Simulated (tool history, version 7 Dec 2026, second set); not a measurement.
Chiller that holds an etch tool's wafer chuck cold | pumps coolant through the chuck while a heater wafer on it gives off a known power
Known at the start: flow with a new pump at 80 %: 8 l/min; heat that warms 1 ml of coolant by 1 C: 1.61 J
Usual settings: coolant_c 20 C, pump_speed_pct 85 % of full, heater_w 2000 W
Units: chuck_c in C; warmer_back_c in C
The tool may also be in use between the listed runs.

| run | day | coolant_c | pump_speed_pct | heater_w | chuck_c | warmer_back_c |
|---|---|---|---|---|---|---|
| 1 | 0 | 20 | 85 | 2000 | 41.3 | 8.96 |
| 2 | 3.458 | 22 | 85 | 2000 | 43.4 | 8.95 |
| 3 | 5.575 | 22 | 85 | 2000 | 43.3 | 8.95 |
| 4 | 7.883 | 20 | 62 | 2000 | 46 | 12.53 |
| 5 | 11.029 | 20 | 63 | 2000 | 45.7 | 12.3 |
| 6 | 12.971 | 20 | 85 | 2000 | 41.5 | 9.04 |
| 7 | 15.108 | 25 | 85 | 2000 | 46.7 | 8.98 |
| 8 | 18.562 | 25 | 85 | 2000 | 46.6 | 9.06 |
| 9 | 21.5 | 25 | 85 | 2000 | 46.8 | 9.03 |
| 10 | 24.854 | 25 | 79 | 2000 | 47.8 | 9.82 |
| 11 | 28.258 | 25 | 76 | 2000 | 48.4 | 10.25 |
| 12 | 30.754 | 20 | 85 | 2351 | 45.6 | 10.75 |
|  | 33.475 | chiller's thermometer calibrated |
| 13 | 33.475 | 20 | 85 | 1356 | 35.2 | 6.15 |
| 14 | 35.438 | 20 | 85 | 1103 | 32.3 | 4.97 |
| 15 | 38.192 | 20 | 85 | 1103 | 32.4 | 5.08 |
| 16 | 41.546 | 20 | 85 | 1103 | 32.5 | 5.08 |
|  | 41.829 | chiller's thermometer calibrated, once more |
| 17 | 44.221 | 15 | 85 | 1103 | 27.1 | 5.06 |
| 18 | 47.612 | 20 | 85 | 1236 | 33.7 | 5.68 |
| 19 | 49.946 | 19 | 85 | 1443 | 35 | 6.69 |
| 20 | 52.892 | 11 | 94 | 2972 | 42.2 | 12.35 |
| 21 | 55.462 | 21 | 95 | 1424 | 36.1 | 5.88 |
| 22 | 57.671 | 13 | 83 | 2478 | 40.9 | 11.73 |
| 23 | 59.279 | 13 | 83 | 2478 | 41 | 11.69 |
| 24 | 61.242 | 20 | 85 | 1380 | 35.6 | 6.39 |
| 25 | 63.688 | 18 | 85 | 2000 | 40.5 | 9.25 |
| 26 | 65.771 | 24 | 85 | 1062 | 36.3 | 5.02 |
| 27 | 67.483 | 24 | 85 | 1062 | 35.9 | 4.95 |
| 28 | 70.8 | 24 | 85 | 1062 | 36.1 | 4.96 |
| 29 | 74.383 | 14 | 85 | 2001 | 36.8 | 9.38 |
| 30 | 75.896 | 17 | 85 | 1925 | 38.9 | 9.09 |
| 31 | 77.429 | 22 | 60 | 1286 | 40.3 | 8.73 |
| 32 | 80.367 | 20 | 97 | 1476 | 35.6 | 5.98 |
| 33 | 82.171 | 30 | 70 | 2000 | 55.7 | 11.52 |

3 ways to go on from here, each from the tool as it stands after run 33. What would each give?
| A | 84.35 | 21 | 63 | 2403 | ? | ? |
| B | 84.35 | 28 | 85 | 2000 | ? | ? |
| C | 84.35 | 24 | 98 | 1407 | ? | ? |

| run | chuck_c | warmer_back_c |
|---|---|---|
| A | 53.9 | 15.55 |
| B | 51.1 | 9.33 |
| C | 39.1 | 5.72 |
Without the tool's hidden state the same runs would have given:
| run | chuck_c | warmer_back_c |
|---|---|---|
| A | 49.5 | 14.47 |
| B | 48 | 8.68 |
| C | 37 | 5.32 |
